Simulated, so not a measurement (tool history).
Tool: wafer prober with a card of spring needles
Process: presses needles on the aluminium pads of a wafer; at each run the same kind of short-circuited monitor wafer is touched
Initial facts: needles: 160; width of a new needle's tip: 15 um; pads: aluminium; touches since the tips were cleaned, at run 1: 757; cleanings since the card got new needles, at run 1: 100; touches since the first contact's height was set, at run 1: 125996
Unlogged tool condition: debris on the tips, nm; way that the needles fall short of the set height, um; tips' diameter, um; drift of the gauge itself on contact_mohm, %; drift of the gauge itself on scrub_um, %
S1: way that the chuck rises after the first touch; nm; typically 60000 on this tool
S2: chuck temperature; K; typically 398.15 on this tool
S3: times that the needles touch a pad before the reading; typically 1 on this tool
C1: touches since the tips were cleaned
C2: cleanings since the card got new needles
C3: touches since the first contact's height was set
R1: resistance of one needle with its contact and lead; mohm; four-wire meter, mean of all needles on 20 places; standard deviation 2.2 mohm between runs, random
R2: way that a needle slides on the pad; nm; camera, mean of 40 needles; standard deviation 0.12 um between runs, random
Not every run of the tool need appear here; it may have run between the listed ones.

| run | hour | S1 | S2 | S3 | C1 | C2 | C3 | R1 | R2 |
|---|---|---|---|---|---|---|---|---|---|
| 1 | 0.0 | 60000 | 398.15 | 1 | 757 | 100 | 125996 | 324 | 8760 |
|  | 2.7 | tips cleaned on abrasive film |
|  | 6.5 | tips cleaned on abrasive film |
| 2 | 7.4 | 60000 | 398.15 | 1 | 632 | 102 | 131116 | 308 | 8700 |
|  | 10.1 | tips cleaned on abrasive film |
| 3 | 13.1 | 60000 | 398.15 | 1 | 2131 | 103 | 135145 | 395 | 8840 |
|  | 13.8 | tips cleaned on abrasive film |
|  | 18.0 | tips cleaned on abrasive film |
|  | 21.8 | tips cleaned on abrasive film |
| 4 | 22.3 | 60000 | 398.15 | 1 | 378 | 106 | 141490 | 289 | 8670 |
|  | 25.7 | tips cleaned on abrasive film |
| 5 | 27.1 | 60000 | 361.15 | 1 | 1022 | 107 | 144831 | 329 | 8610 |
|  | 29.3 | tips cleaned on abrasive film |
| 6 | 32.1 | 60000 | 397.15 | 1 | 1970 | 108 | 148321 | 384 | 8650 |
|  | 33.2 | tips cleaned on abrasive film |
|  | 37.5 | tips cleaned on abrasive film |
|  | 40.6 | height of the first contact set anew |
| 7 | 40.9 | 60000 | 397.15 | 1 | 2253 | 110 | 242 | 368 | 9540 |
|  | 41.8 | tips cleaned on abrasive film |
|  | 45.6 | tips cleaned on abrasive film |
|  | 49.5 | tips cleaned on abrasive film |
| 8 | 49.7 | 60000 | 397.15 | 1 | 89 | 113 | 6238 | 265 | 9490 |
|  | 53.2 | tips cleaned on abrasive film |
| 9 | 56.6 | 60000 | 397.15 | 1 | 2414 | 114 | 11116 | 386 | 9340 |
|  | 57.2 | tips cleaned on abrasive film |
|  | 61.0 | tips cleaned on abrasive film |
|  | 64.7 | tips cleaned on abrasive film |
| 10 | 64.7 | 60000 | 397.15 | 1 | 0 | 117 | 16683 | 255 | 9490 |
|  | 68.8 | tips cleaned on abrasive film |
| 11 | 71.0 | 60000 | 397.15 | 1 | 1556 | 118 | 21089 | 349 | 9330 |
|  | 72.5 | tips cleaned on abrasive film |
|  | 76.2 | tips cleaned on abrasive film |
| 12 | 76.5 | 60000 | 397.15 | 1 | 224 | 120 | 24881 | 283 | 9370 |
|  | 80.3 | tips cleaned on abrasive film |
|  | 83.9 | tips cleaned on abrasive film |
| 13 | 83.9 | 55000 | 330.15 | 1 | 0 | 122 | 30051 | 247 | 8600 |
|  | 88.2 | tips cleaned on abrasive film |
| 14 | 90.3 | 70000 | 361.15 | 2 | 1463 | 123 | 34503 | 283 | 11020 |
|  | 92.0 | tips cleaned on abrasive film |
|  | 95.7 | tips cleaned on abrasive film |
| 15 | 97.3 | 41000 | 387.15 | 1 | 1133 | 125 | 39359 | 460 | 6270 |
|  | 100.0 | tips cleaned on abrasive film |
|  | 104.1 | tips cleaned on abrasive film |
| 16 | 104.7 | 58000 | 398.15 | 2 | 488 | 127 | 44542 | 273 | 8870 |
|  | 108.4 | tips cleaned on abrasive film |
| 17 | 110.3 | 58000 | 398.15 | 2 | 1391 | 128 | 48450 | 318 | 9070 |
|  | 112.8 | tips cleaned on abrasive film |
|  | 116.7 | tips cleaned on abrasive film |
| 18 | 119.6 | 42000 | 398.15 | 1 | 2066 | 130 | 54911 | 557 | 6350 |
|  | 120.8 | tips cleaned on abrasive film |
|  | 124.9 | tips cleaned on abrasive film |
|  | 128.9 | tips cleaned on abrasive film |
| 19 | 129.4 | 48000 | 381.15 | 2 | 304 | 133 | 61677 | 294 | 7270 |
|  | 132.9 | tips cleaned on abrasive film |
| 20 | 134.7 | 48000 | 380.15 | 2 | 1260 | 134 | 65394 | 352 | 7170 |
|  | 136.6 | tips cleaned on abrasive film |
|  | 140.6 | tips cleaned on abrasive film |
| 21 | 143.8 | 44000 | 398.15 | 2 | 2327 | 136 | 71779 | 409 | 6650 |
|  | 144.4 | tips cleaned on abrasive film |
|  | 148.1 | tips cleaned on abrasive film |
|  | 152.4 | tips cleaned on abrasive film |
| 22 | 152.4 | 77000 | 398.15 | 2 | 0 | 139 | 77661 | 248 | 11710 |
|  | 156.1 | tips cleaned on abrasive film |
| 23 | 158.8 | 60000 | 325.15 | 1 | 1910 | 140 | 82170 | 376 | 9030 |
|  | 159.9 | tips cleaned on abrasive film |
|  | 163.7 | tips cleaned on abrasive film |
| 24 | 164.9 | 60000 | 325.15 | 1 | 849 | 142 | 86388 | 312 | 9050 |

Forecast each of these 5 alternatives for the next run:
|  | 167.5 | tips cleaned on abrasive film |
|  | 171.4 | tips cleaned on abrasive film |
| A | 174.9 | 77000 | 369.15 | 1 | 2444 | 144 | 93348 | ? | ? |
|  | 167.5 | tips cleaned on abrasive film |
|  | 171.4 | tips cleaned on abrasive film |
| B | 174.9 | 43000 | 398.15 | 1 | 2444 | 144 | 93348 | ? | ? |
|  | 167.5 | tips cleaned on abrasive film |
|  | 171.4 | tips cleaned on abrasive film |
| C | 174.9 | 47000 | 398.15 | 1 | 2444 | 144 | 93348 | ? | ? |
|  | 167.5 | tips cleaned on abrasive film |
|  | 171.4 | tips cleaned on abrasive film |
| D | 174.9 | 60000 | 383.15 | 1 | 2444 | 144 | 93348 | ? | ? |
|  | 167.5 | tips cleaned on abrasive film |
|  | 171.4 | tips cleaned on abrasive film |
| E | 174.9 | 64000 | 298.15 | 1 | 2444 | 144 | 93348 | ? | ? |

| run | R1 | R2 |
|---|---|---|
| A | 339 | 11850 |
| B | 569 | 6280 |
| C | 524 | 7000 |
| D | 407 | 9010 |
| E | 390 | 9630 |
With the hidden condition removed and each run's random variation left untouched, the same runs would have given:
| run | R1 | R2 |
|---|---|---|
| A | 232 | 12360 |
| B | 250 | 6790 |
| C | 252 | 7510 |
| D | 238 | 9520 |
| E | 219 | 10140 |
